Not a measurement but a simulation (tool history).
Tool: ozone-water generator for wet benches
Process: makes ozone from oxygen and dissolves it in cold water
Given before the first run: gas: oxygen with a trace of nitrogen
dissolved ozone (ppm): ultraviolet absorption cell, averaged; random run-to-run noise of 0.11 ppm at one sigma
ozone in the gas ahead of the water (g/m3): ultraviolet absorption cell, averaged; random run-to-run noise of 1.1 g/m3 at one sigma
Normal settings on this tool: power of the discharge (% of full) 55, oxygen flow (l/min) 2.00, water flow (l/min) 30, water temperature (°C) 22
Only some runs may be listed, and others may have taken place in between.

run	hour	power of the discharge (% of full)	oxygen flow (l/min)	water flow (l/min)	water temperature (°C)	dissolved ozone (ppm)	ozone in the gas ahead of the water (g/m3)
1	0.0	55	2.00	30	22	6.0	189.0
2	50.6	55	2.00	30	22	6.2	188.3
3	104.9	61	2.00	30	22	6.5	199.5
4	137.5	61	2.00	26	22	7.7	199.3
5	187.5	55	1.07	30	22	5.3	284.0
6	244.6	55	1.07	30	22	5.4	283.2
7	273.0	55	1.07	30	22	5.3	284.2
8	311.2	55	1.07	30	22	5.4	282.0
9	354.7	55	1.07	30	22	5.5	289.3
10	383.9	55	2.00	39	22	4.3	186.2
11	435.1	55	2.00	30	22	6.1	187.5
12	494.6	55	2.00	30	22	6.2	187.6
13	551.5	55	2.00	30	22	5.9	188.1
14	576.1	55	2.00	25	22	7.5	188.1
15	602.3	55	2.00	25	22	7.7	189.1
16	627.2	55	2.00	25	22	7.5	187.5
17	666.1	68	2.00	30	14	7.0	209.1
18	724.4	48	2.00	37	27	4.2	176.1
19	763.4	48	2.00	37	27	4.3	175.8
20	801.4	48	2.00	37	27	4.2	176.0
21	861.2	93	1.23	39	27	5.0	334.4
22	899.0	55	1.19	30	17	5.7	264.6
23	923.8	55	2.63	30	19	6.4	156.0
24	983.4	55	3.09	30	19	6.6	140.1
25	1016.1	55	1.93	30	15	6.4	192.8
26	1044.9	76	2.00	34	22	6.0	220.2
27	1080.2	76	2.00	34	22	5.9	222.8
28	1118.5	55	2.00	19	22	10.2	186.7
29	1177.1	84	1.67	30	15	7.3	256.8
30	1218.1	55	2.00	24	22	7.8	186.9
31	1248.8	55	1.65	24	22	7.7	211.7
32	1307.5	90	1.13	22	29	9.8	349.7

Below are 5 alternative next runs, each starting from the tool's condition after run 32. Predict each:
A	1364.9	71	2.00	32	22	?	?
B	1364.9	91	1.56	30	22	?	?
C	1364.9	55	2.17	30	20	?	?
D	1364.9	46	2.00	19	19	?	?
E	1364.9	48	3.29	22	29	?	?

run	dissolved ozone (ppm)	ozone in the gas ahead of the water (g/m3)
A	6.3	212.6
B	7.3	278.7
C	6.2	176.4
D	9.7	169.7
E	7.7	125.4
Take away the tool's hidden state, keep each run's random variation, and the runs would have read:
run	dissolved ozone (ppm)	ozone in the gas ahead of the water (g/m3)
A	6.7	216.2
B	7.7	284.0
C	6.5	179.0
D	10.1	172.0
E	8.0	127.1

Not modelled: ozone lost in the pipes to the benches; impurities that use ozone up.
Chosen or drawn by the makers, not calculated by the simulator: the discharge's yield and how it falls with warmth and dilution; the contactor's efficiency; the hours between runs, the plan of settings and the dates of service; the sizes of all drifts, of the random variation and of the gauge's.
